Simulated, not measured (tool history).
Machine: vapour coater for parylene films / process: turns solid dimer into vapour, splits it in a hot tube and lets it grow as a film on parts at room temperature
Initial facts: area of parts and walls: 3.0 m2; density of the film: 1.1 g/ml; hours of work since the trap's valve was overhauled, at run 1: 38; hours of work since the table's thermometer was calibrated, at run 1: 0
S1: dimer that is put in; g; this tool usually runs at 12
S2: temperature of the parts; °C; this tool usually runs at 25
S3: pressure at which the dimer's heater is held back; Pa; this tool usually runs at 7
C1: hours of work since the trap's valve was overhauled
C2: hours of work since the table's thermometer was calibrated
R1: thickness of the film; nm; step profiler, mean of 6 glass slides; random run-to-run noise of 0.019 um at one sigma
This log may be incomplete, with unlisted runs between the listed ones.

run 1 hour=0 | S1=12 S2=25 S3=7 | C1=38 C2=0 | R1=2650
run 2 hour=40.2 | S1=12 S2=25 S3=7 | C1=57 C2=19 | R1=2610
run 3 hour=89.8 | S1=12 S2=25 S3=7 | C1=80 C2=43 | R1=2620
run 4 hour=138 | S1=12 S2=25 S3=7 | C1=103 C2=65 | R1=2590
run 5 hour=174.4 | S1=12 S2=25 S3=7 | C1=120 C2=83 | R1=2600
run 6 hour=209.5 | S1=12 S2=25 S3=7 | C1=137 C2=99 | R1=2570
run 7 hour=274.2 | S1=12 S2=25 S3=7 | C1=168 C2=130 | R1=2590
run 8 hour=328.5 | S1=12 S2=25 S3=7 | C1=193 C2=156 | R1=2530
run 9 hour=388.5 | S1=12 S2=25 S3=7 | C1=222 C2=184 | R1=2490
run 10 hour=457.2 | S1=12 S2=25 S3=7 | C1=254 C2=217 | R1=2490
-- hour=466.4 trap's valve overhauled
run 11 hour=529.1 | S1=12 S2=25 S3=7 | C1=30 C2=249 | R1=2430
run 12 hour=595.6 | S1=12 S2=25 S3=7 | C1=61 C2=281 | R1=2380
run 13 hour=644.3 | S1=12 S2=25 S3=7 | C1=84 C2=304 | R1=2390
run 14 hour=698 | S1=9 S2=25 S3=7 | C1=110 C2=329 | R1=1760
run 15 hour=753.3 | S1=9 S2=25 S3=7 | C1=136 C2=355 | R1=1770
-- hour=792.3 trap's valve overhauled, once more
run 16 hour=821 | S1=9 S2=25 S3=7 | C1=14 C2=386 | R1=1950
run 17 hour=853.3 | S1=9 S2=31 S3=8.25 | C1=29 C2=401 | R1=1390
run 18 hour=916.6 | S1=9 S2=31 S3=8.25 | C1=59 C2=431 | R1=1420
run 19 hour=962.7 | S1=14 S2=33 S3=4.16 | C1=81 C2=453 | R1=2270
run 20 hour=1019.3 | S1=5 S2=18 S3=2.89 | C1=108 C2=480 | R1=1460
run 21 hour=1079.7 | S1=6 S2=30 S3=6.89 | C1=136 C2=508 | R1=980
run 22 hour=1138.3 | S1=8 S2=22 S3=7.88 | C1=164 C2=536 | R1=1900
run 23 hour=1180.6 | S1=8 S2=22 S3=7.88 | C1=184 C2=556 | R1=1850
run 24 hour=1236.7 | S1=8 S2=34 S3=2.03 | C1=211 C2=583 | R1=1420
run 25 hour=1274.9 | S1=19 S2=28 S3=4.5 | C1=229 C2=601 | R1=3730
run 26 hour=1346.2 | S1=19 S2=21 S3=5.02 | C1=263 C2=635 | R1=5090
run 27 hour=1401.7 | S1=19 S2=21 S3=5.02 | C1=289 C2=661 | R1=5030
run 28 hour=1451.2 | S1=15 S2=25 S3=4.55 | C1=312 C2=684 | R1=3310
run 29 hour=1486.8 | S1=8 S2=31 S3=7 | C1=329 C2=701 | R1=1210

Some steps in R1, run to run, broken into two amounts with sign: the step expected even without the hidden condition (settings, incoming material, random variation), and the rest, left for the hidden condition together with whatever gauge scatter is not in both the measured and the hidden-condition-free result:
The hidden state here: vapour lost through the trap's worn valve, %; true temperature of the parts over the reading, C; drift of the gauge itself on film_um, %.
Run 15 -> 16: trap's valve overhauled, once more. R1 +180 nm: hidden state +210, all else -30.
Run 24 -> 25: S1 8 -> 19, S2 34 -> 28, S3 2.03 -> 4.5. R1 +2310 nm: hidden state -210, all else +2520.
Run 28 -> 29: S1 15 -> 8, S2 25 -> 31, S3 4.55 -> 7. R1 -2100 nm: hidden state +230, all else -2330.
